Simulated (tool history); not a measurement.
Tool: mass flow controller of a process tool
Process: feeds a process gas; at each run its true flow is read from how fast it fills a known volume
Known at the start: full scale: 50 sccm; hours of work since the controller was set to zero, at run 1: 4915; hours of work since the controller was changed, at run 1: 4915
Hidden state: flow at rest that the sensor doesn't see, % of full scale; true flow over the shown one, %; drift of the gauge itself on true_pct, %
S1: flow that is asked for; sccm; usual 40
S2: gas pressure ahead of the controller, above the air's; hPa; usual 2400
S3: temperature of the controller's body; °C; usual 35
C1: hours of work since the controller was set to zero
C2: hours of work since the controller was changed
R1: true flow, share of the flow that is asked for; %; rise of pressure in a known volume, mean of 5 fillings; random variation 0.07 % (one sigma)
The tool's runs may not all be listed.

| run | hour | S1 | S2 | S3 | C1 | C2 | R1 |
|---|---|---|---|---|---|---|---|
| 1 | 0.0 | 40 | 2400 | 35 | 4915 | 4915 | 94.68 |
|  | 31.7 | controller's zero set anew |
| 2 | 369.8 | 40 | 2400 | 35 | 177 | 5108 | 96.56 |
| 3 | 600.1 | 40 | 2400 | 22 | 298 | 5229 | 97.53 |
| 4 | 1000.5 | 40 | 2400 | 22 | 507 | 5438 | 97.32 |
| 5 | 1236.6 | 40 | 2400 | 22 | 631 | 5562 | 97.36 |
| 6 | 1531.8 | 40 | 2400 | 22 | 786 | 5717 | 97.20 |
| 7 | 1751.7 | 6 | 1800 | 35 | 901 | 5832 | 92.03 |
|  | 2149.1 | controller exchanged for a calibrated one |
| 8 | 2149.1 | 8 | 1550 | 24 | 0 | 0 | 98.01 |
| 9 | 2315.3 | 12 | 1510 | 37 | 87 | 87 | 97.12 |
| 10 | 2680.9 | 12 | 1510 | 37 | 279 | 279 | 96.89 |
| 11 | 2872.5 | 12 | 1510 | 32 | 379 | 379 | 97.06 |

3 ways to go on from here, each from the tool as it stands after run 11. What would each give?
| A | 3084.5 | 15 | 2130 | 37 | 490 | 490 | ? |
| B | 3084.5 | 33 | 2170 | 24 | 490 | 490 | ? |
| C | 3084.5 | 40 | 2170 | 36 | 490 | 490 | ? |

| run | R1 |
|---|---|
| A | 96.42 |
| B | 98.80 |
| C | 98.25 |
Without the tool's hidden state the same runs would have given:
| run | R1 |
|---|---|
| A | 96.89 |
| B | 98.96 |
| C | 98.37 |
